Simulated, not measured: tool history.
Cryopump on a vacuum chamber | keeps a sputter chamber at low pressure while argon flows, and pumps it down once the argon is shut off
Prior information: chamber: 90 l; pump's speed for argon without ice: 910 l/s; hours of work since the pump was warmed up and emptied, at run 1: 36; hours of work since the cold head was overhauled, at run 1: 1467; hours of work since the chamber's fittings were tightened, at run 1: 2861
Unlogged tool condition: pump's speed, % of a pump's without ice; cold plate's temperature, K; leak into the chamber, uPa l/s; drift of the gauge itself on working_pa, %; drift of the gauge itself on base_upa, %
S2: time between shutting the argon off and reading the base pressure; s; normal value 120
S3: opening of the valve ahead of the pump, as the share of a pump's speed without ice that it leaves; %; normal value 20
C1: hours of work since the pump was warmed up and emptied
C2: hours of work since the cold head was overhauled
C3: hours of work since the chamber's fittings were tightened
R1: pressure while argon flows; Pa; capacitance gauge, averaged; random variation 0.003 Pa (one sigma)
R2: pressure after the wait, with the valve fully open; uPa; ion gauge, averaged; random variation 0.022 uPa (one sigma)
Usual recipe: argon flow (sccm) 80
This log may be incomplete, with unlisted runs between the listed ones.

Run 1, hour 0: usual settings; C1 36; C2 1467; C3 2861. Result: R1 0.7457 Pa, R2 2.49 uPa.
Run 2, hour 30: usual settings; C1 58; C2 1489; C3 2882. Result: R1 0.7498 Pa, R2 2.49 uPa.
Run 3, hour 64.7: usual settings but S2 43 s; C1 83; C2 1514; C3 2908. Result: R1 0.7508 Pa, R2 3.09 uPa.
Run 4, hour 126.5: usual settings; C1 127; C2 1558; C3 2952. Result: R1 0.745 Pa, R2 2.7 uPa.
Run 5, hour 174.9: usual settings but argon flow (sccm) 40; C1 163; C2 1593; C3 2987. Result: R1 0.3766 Pa, R2 2.68 uPa.
Run 6, hour 236.6: usual settings but argon flow (sccm) 40; C1 207; C2 1638; C3 3032. Result: R1 0.3782 Pa, R2 2.84 uPa.
Run 7, hour 297.5: usual settings; C1 251; C2 1682; C3 3076. Result: R1 0.7555 Pa, R2 2.78 uPa.
Run 8, hour 333.9: usual settings; C1 278; C2 1709; C3 3102. Result: R1 0.7601 Pa, R2 2.87 uPa.
Run 9, hour 388.1: usual settings; C1 317; C2 1748; C3 3142. Result: R1 0.7636 Pa, R2 2.87 uPa.
Run 10, hour 433.5: usual settings; C1 350; C2 1781; C3 3175. Result: R1 0.7582 Pa, R2 2.95 uPa.
Run 11, hour 487.5: usual settings; C1 389; C2 1820; C3 3214. Result: R1 0.7578 Pa, R2 2.98 uPa.
Run 12, hour 519.3: usual settings; C1 412; C2 1843; C3 3237. Result: R1 0.7614 Pa, R2 3.09 uPa.
Run 13, hour 580: usual settings; C1 456; C2 1887; C3 3281. Result: R1 0.7671 Pa, R2 3.2 uPa.
Run 14, hour 625.1: usual settings but argon flow (sccm) 67; C1 489; C2 1919; C3 3313. Result: R1 0.6474 Pa, R2 3.22 uPa.
Run 15, hour 663.3: usual settings but argon flow (sccm) 67; C1 516; C2 1947; C3 3341. Result: R1 0.6448 Pa, R2 3.19 uPa.
Run 16, hour 716.7: usual settings but argon flow (sccm) 42; C1 555; C2 1986; C3 3380. Result: R1 0.4082 Pa, R2 3.17 uPa.
Run 17, hour 765.3: usual settings but argon flow (sccm) 42; C1 590; C2 2021; C3 3415. Result: R1 0.4081 Pa, R2 3.32 uPa.
Run 18, hour 805: usual settings but argon flow (sccm) 42; C1 619; C2 2050; C3 3444. Result: R1 0.4076 Pa, R2 3.41 uPa.
Run 19, hour 860.6: usual settings but argon flow (sccm) 67; C1 659; C2 2090; C3 3484. Result: R1 0.6477 Pa, R2 3.46 uPa.
At hour 905.3: pump warmed up, emptied and cooled again.
Run 20, hour 914.3: usual settings but argon flow (sccm) 67; C1 6; C2 2125; C3 3519. Result: R1 0.6215 Pa, R2 2.88 uPa.
Run 21, hour 953: usual settings but argon flow (sccm) 67; C1 35; C2 2153; C3 3547. Result: R1 0.6262 Pa, R2 2.99 uPa.
Run 22, hour 996.6: usual settings but argon flow (sccm) 75, S2 88 s; C1 66; C2 2185; C3 3579. Result: R1 0.6979 Pa, R2 3.2 uPa.
Run 23, hour 1045.3: usual settings but S2 134 s, S3 53 %; C1 101; C2 2220; C3 3614. Result: R1 0.2881 Pa, R2 2.96 uPa.
Run 24, hour 1087.7: usual settings but S2 134 s, S3 57 %; C1 132; C2 2251; C3 3645. Result: R1 0.2685 Pa, R2 3.01 uPa.
Run 25, hour 1145.8: usual settings but argon flow (sccm) 120, S2 134 s, S3 57 %; C1 174; C2 2293; C3 3687. Result: R1 0.4063 Pa, R2 3.13 uPa.
Run 26, hour 1183.9: usual settings but argon flow (sccm) 120, S2 134 s, S3 57 %; C1 202; C2 2320; C3 3714. Result: R1 0.4125 Pa, R2 3.21 uPa.
Run 27, hour 1223.6: usual settings but argon flow (sccm) 120, S2 134 s, S3 57 %; C1 230; C2 2349; C3 3743. Result: R1 0.4077 Pa, R2 3.23 uPa.
Run 28, hour 1260.7: usual settings but argon flow (sccm) 120, S2 134 s, S3 57 %; C1 257; C2 2376; C3 3770. Result: R1 0.4121 Pa, R2 3.29 uPa.
Run 29, hour 1297.4: usual settings but argon flow (sccm) 120, S2 134 s, S3 57 %; C1 284; C2 2403; C3 3797. Result: R1 0.412 Pa, R2 3.34 uPa.
Run 30, hour 1356.8: usual settings but argon flow (sccm) 120, S2 134 s, S3 57 %; C1 327; C2 2446; C3 3840. Result: R1 0.4174 Pa, R2 3.43 uPa.
Run 31, hour 1411.9: usual settings but argon flow (sccm) 120, S2 142 s, S3 28 %; C1 367; C2 2486; C3 3879. Result: R1 0.8278 Pa, R2 3.45 uPa.
Run 32, hour 1440.3: usual settings but argon flow (sccm) 123, S2 142 s, S3 59 %; C1 387; C2 2506; C3 3900. Result: R1 0.4205 Pa, R2 3.5 uPa.
Run 33, hour 1485.5: usual settings but argon flow (sccm) 68, S3 28 %; C1 420; C2 2539; C3 3933. Result: R1 0.4712 Pa, R2 3.58 uPa.
At hour 1491.2: leaking fittings of the chamber tightened, without venting.
Run 34, hour 1535.6: usual settings but argon flow (sccm) 57, S2 142 s, S3 40 %; C1 455; C2 2574; C3 32. Result: R1 0.2819 Pa, R2 0.67 uPa.

3 options for the next run, each taken on its own from the tool as it stands now. Forecast them:
Run A, hour 1579.5: usual settings but argon flow (sccm) 56, S2 32 s; C1 487; C2 2605; C3 64. Result: R1 ?, R2 ?.
Run B, hour 1579.5: usual settings but S3 52 %; C1 487; C2 2605; C3 64. Result: R1 ?, R2 ?.
Run C, hour 1579.5: usual settings but argon flow (sccm) 35, S3 34 %; C1 487; C2 2605; C3 64. Result: R1 ?, R2 ?.

run      R1    R2
  A  0.5421  1.64
  B  0.3123  0.74
  C  0.2027  0.78
What these runs would have given with no unlogged condition in the tool:
run      R1    R2
  A  0.5228  1.51
  B   0.285  0.62
  C  0.1908  0.66
